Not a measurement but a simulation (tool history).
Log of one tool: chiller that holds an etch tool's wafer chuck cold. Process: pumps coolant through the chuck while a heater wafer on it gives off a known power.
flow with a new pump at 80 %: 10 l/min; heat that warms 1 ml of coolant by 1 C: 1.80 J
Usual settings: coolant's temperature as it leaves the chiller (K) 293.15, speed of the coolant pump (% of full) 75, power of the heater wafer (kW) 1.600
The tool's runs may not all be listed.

| run | day | coolant's temperature as it leaves the chiller (K) | speed of the coolant pump (% of full) | power of the heater wafer (kW) | chuck's temperature once it has settled (K) | how much warmer the coolant comes back (C) |
|---|---|---|---|---|---|---|
| 1 | 0.000 | 293.15 | 75 | 1.600 | 306.35 | 5.71 |
| 2 | 3.138 | 293.15 | 75 | 1.600 | 306.35 | 5.69 |
| 3 | 6.388 | 293.15 | 75 | 1.600 | 306.45 | 5.71 |
| 4 | 8.592 | 293.15 | 75 | 1.600 | 306.65 | 5.72 |
| 5 | 11.183 | 293.15 | 75 | 2.172 | 311.15 | 7.76 |
| 6 | 14.612 | 288.15 | 75 | 1.600 | 301.65 | 5.65 |
| 7 | 16.758 | 288.15 | 75 | 1.600 | 301.55 | 5.72 |
| 8 | 18.212 | 288.15 | 75 | 1.600 | 301.65 | 5.73 |
| 9 | 20.846 | 288.15 | 75 | 1.600 | 301.45 | 5.68 |
| 10 | 24.288 | 288.15 | 75 | 1.600 | 301.75 | 5.72 |
| 11 | 26.750 | 293.15 | 77 | 1.600 | 306.55 | 5.52 |
| 12 | 29.454 | 293.15 | 77 | 1.600 | 306.55 | 5.64 |
| 13 | 30.950 | 293.15 | 77 | 1.600 | 306.65 | 5.59 |
| 14 | 33.288 | 293.15 | 75 | 1.600 | 306.65 | 5.75 |
| 15 | 36.583 | 293.15 | 75 | 1.600 | 306.95 | 5.74 |
| 16 | 38.483 | 293.15 | 75 | 1.600 | 306.95 | 5.77 |
| 17 | 41.992 | 291.15 | 73 | 1.349 | 302.85 | 4.94 |
| 18 | 45.238 | 296.15 | 85 | 1.600 | 309.05 | 5.07 |
| 19 | 48.129 | 301.15 | 75 | 1.827 | 316.95 | 6.61 |
| 20 | 50.904 | 301.15 | 65 | 1.827 | 318.35 | 7.69 |
| 21 | 54.108 | 293.15 | 75 | 1.039 | 302.45 | 3.72 |
| 22 | 56.825 | 293.15 | 75 | 1.039 | 302.55 | 3.74 |
| 23 | 60.158 | 289.15 | 61 | 1.039 | 299.65 | 4.60 |
| 24 | 63.379 | 293.15 | 75 | 1.696 | 308.15 | 6.18 |
| 25 | 65.975 | 293.15 | 75 | 1.600 | 307.45 | 5.81 |
| 26 | 69.058 | 293.15 | 64 | 1.121 | 304.15 | 4.74 |
| 27 | 70.567 | 293.15 | 88 | 0.802 | 300.05 | 2.50 |
| 28 | 72.238 | 292.15 | 97 | 0.802 | 298.55 | 2.27 |
| 29 | 75.679 | 292.15 | 97 | 0.802 | 298.65 | 2.28 |
| 30 | 78.358 | 292.15 | 71 | 1.637 | 307.35 | 6.39 |
| 31 | 80.896 | 292.15 | 71 | 1.583 | 306.95 | 6.08 |

Forecast each of these 3 alternatives for the next run:
| A | 83.538 | 300.15 | 71 | 1.583 | ? | ? |
| B | 83.538 | 303.15 | 93 | 1.583 | ? | ? |
| C | 83.538 | 291.15 | 88 | 1.029 | ? | ? |

| run | chuck's temperature once it has settled (K) | how much warmer the coolant comes back (C) |
|---|---|---|
| A | 314.75 | 6.10 |
| B | 315.95 | 4.62 |
| C | 299.85 | 3.19 |
Without the tool's hidden state the same runs would have given:
| run | chuck's temperature once it has settled (K) | how much warmer the coolant comes back (C) |
|---|---|---|
| A | 312.85 | 5.94 |
| B | 314.15 | 4.49 |
| C | 298.45 | 3.10 |
